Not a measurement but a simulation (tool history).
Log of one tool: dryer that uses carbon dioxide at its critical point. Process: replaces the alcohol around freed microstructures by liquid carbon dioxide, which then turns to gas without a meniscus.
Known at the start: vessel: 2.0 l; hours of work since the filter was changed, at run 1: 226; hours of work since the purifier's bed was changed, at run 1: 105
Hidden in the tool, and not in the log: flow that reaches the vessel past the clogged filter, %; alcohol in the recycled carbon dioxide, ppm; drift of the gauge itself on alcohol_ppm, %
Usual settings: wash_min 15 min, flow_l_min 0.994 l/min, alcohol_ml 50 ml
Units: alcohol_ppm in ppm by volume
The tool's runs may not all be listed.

run	hour	wash_min	flow_l_min	alcohol_ml	hours of work since the filter was changed	hours of work since the purifier's bed was changed	alcohol_ppm
1	0	15	0.994	50	226	105	157
2	8.2	15	0.994	50	229	108	175
3	17.9	15	0.994	50	233	112	166
4	28.1	15	0.994	56	237	116	188
5	33.9	15	1.148	50	240	118	88
6	41.1	15	1.148	50	243	121	87
7	51.4	15	0.95	50	247	125	206
8	62.2	15	0.994	50	251	130	177
9	71.6	15	0.994	50	255	133	173
10	80.2	15	0.994	50	258	137	175
11	89.9	15	0.994	50	262	141	180
12	96.5	15	0.994	50	265	143	185
13	105.6	15	0.994	50	269	147	191
14	113.4	15	0.994	50	272	150	195
15	123.8	15	0.994	50	276	154	187
16	130.3	11	0.994	50	279	157	624
17	139.8	11	0.994	39	282	161	518
18	145.5	11	0.994	39	285	163	527
19	153.5	15	0.994	52	288	166	209
20	159.4	15	0.994	50	290	169	201
21	165.3	15	0.994	50	293	171	197
22	171.1	15	0.994	50	295	174	204
23	175.9	15	0.994	50	297	176	196
24	181.9	15	0.994	50	299	178	202
25	189.8	12	1.152	22	303	181	150
26	198.4	20	1.399	44	306	185	45
# hour 201.1: inlet filter changed
27	204.3	10	0.901	87	1	187	1203
28	209.8	12	0.884	69	4	189	532
29	219.3	12	1.39	70	7	193	92
30	224	13	1.276	70	9	195	79
31	231.1	9	0.994	55	12	197	799
32	236.6	9	0.994	55	14	200	805
33	245.6	12	0.603	50	18	203	1488
34	252	15	0.994	61	21	206	123
35	261.7	11	1.107	97	24	210	428
36	268.5	10	0.994	30	27	212	339
37	275.6	11	0.751	25	30	215	529
38	285	21	0.994	40	34	219	50
39	294.3	21	1.32	45	38	223	47
40	302.9	21	1.32	45	41	226	47
41	310.6	15	0.994	50	44	229	120
42	318	18	0.839	50	47	232	108
43	324.3	10	1.621	116	50	235	154
44	334.7	11	0.816	50	54	239	796
45	343.4	11	0.816	50	57	243	811
46	348.5	11	0.816	50	60	245	834
47	356.1	11	0.816	50	63	248	844

3 ways to go on from here, each from the tool as it stands after run 47. What would each give?
A	365.8	11	0.816	24	67	252	?
B	365.8	11	1.303	62	67	252	?
C	365.8	11	1.06	50	67	252	?

run	alcohol_ppm
A	412
B	161
C	316
Without the tool's hidden state the same runs would have given:
run	alcohol_ppm
A	321
B	90
C	228
